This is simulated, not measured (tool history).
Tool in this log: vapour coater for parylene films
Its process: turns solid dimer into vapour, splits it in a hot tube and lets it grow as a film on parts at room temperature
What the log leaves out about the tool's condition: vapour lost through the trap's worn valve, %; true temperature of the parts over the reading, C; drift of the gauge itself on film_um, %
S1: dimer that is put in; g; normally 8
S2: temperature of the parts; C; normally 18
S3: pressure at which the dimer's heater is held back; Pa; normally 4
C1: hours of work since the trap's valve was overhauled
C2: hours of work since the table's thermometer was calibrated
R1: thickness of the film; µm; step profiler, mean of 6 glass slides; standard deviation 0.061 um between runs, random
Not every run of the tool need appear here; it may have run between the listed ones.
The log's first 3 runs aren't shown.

run 4 day=1.442 | S1=8 S2=18 S3=4 | C1=164 C2=437 | R1=7.15
run 5 day=2.008 | S1=8 S2=18 S3=4 | C1=175 C2=448 | R1=7.11
run 6 day=2.317 | S1=8 S2=18 S3=4 | C1=181 C2=454 | R1=7.02
run 7 day=2.867 | S1=8 S2=18 S3=4 | C1=193 C2=466 | R1=7.07
run 8 day=3.554 | S1=8 S2=18 S3=4 | C1=206 C2=479 | R1=7.09
run 9 day=3.912 | S1=13 S2=18 S3=4 | C1=214 C2=487 | R1=11.57
run 10 day=4.346 | S1=13 S2=18 S3=4 | C1=222 C2=495 | R1=11.54
run 11 day=4.754 | S1=13 S2=18 S3=4 | C1=231 C2=504 | R1=11.8
run 12 day=5.254 | S1=13 S2=18 S3=4 | C1=241 C2=514 | R1=11.59
run 13 day=5.692 | S1=13 S2=18 S3=4 | C1=250 C2=523 | R1=11.67
run 14 day=6.304 | S1=13 S2=18 S3=4 | C1=262 C2=535 | R1=11.45
run 15 day=6.975 | S1=8 S2=18 S3=4 | C1=276 C2=549 | R1=7.1
run 16 day=7.346 | S1=8 S2=18 S3=4 | C1=283 C2=556 | R1=7.05
run 17 day=7.775 | S1=8 S2=18 S3=4 | C1=292 C2=565 | R1=7.19
run 18 day=8.525 | S1=8 S2=16 S3=4 | C1=307 C2=580 | R1=7.76
run 19 day=9.146 | S1=8 S2=16 S3=4 | C1=319 C2=592 | R1=7.64
run 20 day=9.796 | S1=5 S2=18 S3=4 | C1=332 C2=605 | R1=4.48

For run 21, what comes out?
run 21 day=10.342 | S1=5 S2=18 S3=11.71 | C1=343 C2=616 | R1=?

{"run 21": {"R1": 3.72}}
Without the tool's hidden state the same run would have given R1 3.74 µm.

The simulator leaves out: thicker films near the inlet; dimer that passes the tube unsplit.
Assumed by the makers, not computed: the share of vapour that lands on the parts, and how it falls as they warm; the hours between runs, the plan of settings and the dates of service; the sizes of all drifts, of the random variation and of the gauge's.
